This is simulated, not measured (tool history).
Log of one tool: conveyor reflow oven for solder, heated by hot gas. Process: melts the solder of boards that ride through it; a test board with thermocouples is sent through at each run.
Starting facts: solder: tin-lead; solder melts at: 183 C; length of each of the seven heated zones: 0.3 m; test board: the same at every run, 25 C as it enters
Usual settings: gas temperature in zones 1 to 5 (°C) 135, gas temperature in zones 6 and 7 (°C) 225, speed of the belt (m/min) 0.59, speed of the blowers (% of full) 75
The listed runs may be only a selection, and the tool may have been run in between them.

run    day  gas temperature in zones 1 to 5 (°C)  gas temperature in zones 6 and 7 (°C)  speed of the belt (m/min)  speed of the blowers (% of full)  highest temperature of the board (°C)  time above the solder's melting point (s)
  1      0                                   135                                    225                       0.59                                75                                  213.2                                      42.78
  2  0.383                                   127                                    225                       0.59                                75                                  211.8                                      39.93
  3  0.971                                   127                                    225                      0.629                                75                                  209.8                                      35.63
  4   1.35                                   135                                    225                       0.59                                75                                  213.2                                      42.66
  5  2.075                                   135                                    225                       0.59                                75                                  213.2                                      42.78
  6  2.717                                   135                                    225                       0.59                                75                                  213.3                                      42.81

Forecast run 7:
  7  3.3                                   135                                    225                       0.59                                75                                      ?                                          ?

highest temperature of the board (°C): 213.2
time above the solder's melting point (s): 42.76
On a tool with no hidden condition, and with the same random variation, this run would have come out at highest temperature of the board (°C) 212.4, time above the solder's melting point (s) 42.47.
